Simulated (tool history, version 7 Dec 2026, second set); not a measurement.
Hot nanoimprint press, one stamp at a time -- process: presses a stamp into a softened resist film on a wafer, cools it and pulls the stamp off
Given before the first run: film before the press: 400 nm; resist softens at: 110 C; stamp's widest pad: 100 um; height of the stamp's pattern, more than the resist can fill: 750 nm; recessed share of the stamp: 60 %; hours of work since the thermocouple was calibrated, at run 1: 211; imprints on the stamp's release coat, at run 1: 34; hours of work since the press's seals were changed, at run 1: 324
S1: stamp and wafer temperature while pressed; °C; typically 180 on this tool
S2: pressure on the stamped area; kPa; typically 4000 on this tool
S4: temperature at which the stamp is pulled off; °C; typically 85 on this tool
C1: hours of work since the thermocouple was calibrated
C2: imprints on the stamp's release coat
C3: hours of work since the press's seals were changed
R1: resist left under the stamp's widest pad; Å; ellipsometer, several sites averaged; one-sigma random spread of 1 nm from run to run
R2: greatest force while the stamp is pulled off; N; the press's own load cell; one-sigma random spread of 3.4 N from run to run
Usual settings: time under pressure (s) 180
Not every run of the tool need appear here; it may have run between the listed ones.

Run 1, hour 0.0: usual settings; C1 211; C2 34; C3 324. Result: R1 1594 Å, R2 163 N.
Run 2, hour 19.1: usual settings; C1 219; C2 67; C3 332. Result: R1 1613 Å, R2 163 N.
Run 3, hour 42.9: usual settings; C1 230; C2 108; C3 343. Result: R1 1615 Å, R2 157 N.
Run 4, hour 69.1: usual settings but time under pressure (s) 348; C1 242; C2 154; C3 355. Result: R1 1213 Å, R2 161 N.
Run 5, hour 82.6: usual settings but time under pressure (s) 348; C1 248; C2 177; C3 361. Result: R1 1212 Å, R2 154 N.
Run 6, hour 103.0: usual settings but time under pressure (s) 348; C1 258; C2 212; C3 371. Result: R1 1211 Å, R2 164 N.
Run 7, hour 116.7: usual settings but S4 73 °C; C1 264; C2 236; C3 377. Result: R1 1596 Å, R2 210 N.
Run 8, hour 136.3: usual settings; C1 273; C2 270; C3 386. Result: R1 1589 Å, R2 164 N.
Run 9, hour 150.0: usual settings but S2 2900 kPa; C1 279; C2 294; C3 392. Result: R1 1832 Å, R2 157 N.
Run 10, hour 161.8: usual settings but S2 2900 kPa; C1 285; C2 314; C3 398. Result: R1 1831 Å, R2 158 N.
Run 11, hour 183.2: usual settings but S2 2900 kPa; C1 294; C2 351; C3 407. Result: R1 1844 Å, R2 160 N.
Run 12, hour 205.6: usual settings but S2 2900 kPa; C1 305; C2 390; C3 418. Result: R1 1836 Å, R2 164 N.
Run 13, hour 223.1: usual settings but S2 2900 kPa; C1 313; C2 421; C3 426. Result: R1 1831 Å, R2 159 N.
Run 14, hour 239.5: usual settings but time under pressure (s) 351, S4 80 °C; C1 320; C2 449; C3 433. Result: R1 1213 Å, R2 184 N.
Run 15, hour 256.6: usual settings but time under pressure (s) 114; C1 328; C2 478; C3 441. Result: R1 1925 Å, R2 161 N.
Run 16, hour 277.2: usual settings but S1 181 °C, S2 3320 kPa, S4 80 °C; C1 337; C2 514; C3 450. Result: R1 1638 Å, R2 180 N.
Run 17, hour 288.2: usual settings but S1 170 °C, S2 5960 kPa, S4 93 °C; C1 343; C2 533; C3 455. Result: R1 2400 Å, R2 128 N.
Run 18, hour 304.6: usual settings but S1 191 °C, S2 6330 kPa, time under pressure (s) 351; C1 350; C2 562; C3 463. Result: R1 505 Å, R2 157 N.
Run 19, hour 331.7: usual settings but S1 191 °C, S2 4790 kPa, time under pressure (s) 351, S4 91 °C; C1 362; C2 609; C3 475. Result: R1 572 Å, R2 138 N.
Run 20, hour 356.8: usual settings but S1 185 °C, S2 3080 kPa; C1 374; C2 652; C3 487. Result: R1 1355 Å, R2 159 N.
Run 21, hour 369.3: usual settings but S2 5570 kPa, time under pressure (s) 119, S4 88 °C; C1 380; C2 674; C3 493. Result: R1 1630 Å, R2 156 N.
Run 22, hour 393.4: usual settings but S1 179 °C, S2 3190 kPa, time under pressure (s) 93, S4 71 °C; C1 391; C2 715; C3 504. Result: R1 2350 Å, R2 230 N.
Run 23, hour 404.5: usual settings but S1 176 °C, S2 3190 kPa, time under pressure (s) 93, S4 71 °C; C1 396; C2 735; C3 509. Result: R1 2693 Å, R2 221 N.
Run 24, hour 430.4: usual settings but S1 176 °C, S2 3190 kPa, time under pressure (s) 93, S4 71 °C; C1 408; C2 780; C3 521. Result: R1 2677 Å, R2 212 N.

Forecast each of these 5 alternatives for the next run:
Run A, hour 457.3: usual settings but S1 184 °C; C1 420; C2 826; C3 533. Result: R1 ?, R2 ?.
Run B, hour 457.3: usual settings but S1 176 °C, S2 4530 kPa, time under pressure (s) 91, S4 81 °C; C1 420; C2 826; C3 533. Result: R1 ?, R2 ?.
Run C, hour 457.3: usual settings but S1 176 °C, S2 4690 kPa, time under pressure (s) 93, S4 71 °C; C1 420; C2 826; C3 533. Result: R1 ?, R2 ?.
Run D, hour 457.3: usual settings but S2 4710 kPa, S4 76 °C; C1 420; C2 826; C3 533. Result: R1 ?, R2 ?.
Run E, hour 457.3: usual settings but S2 4990 kPa, time under pressure (s) 206, S4 92 °C; C1 420; C2 826; C3 533. Result: R1 ?, R2 ?.

run    R1   R2
  A  1273  159
  B  2422  174
  C  2376  228
  D  1484  193
  E  1366  130
Take away the tool's hidden state, keep each run's random variation, and the runs would have read:
run    R1   R2
  A  1274  159
  B  2423  173
  C  2377  227
  D  1485  192
  E  1367  129
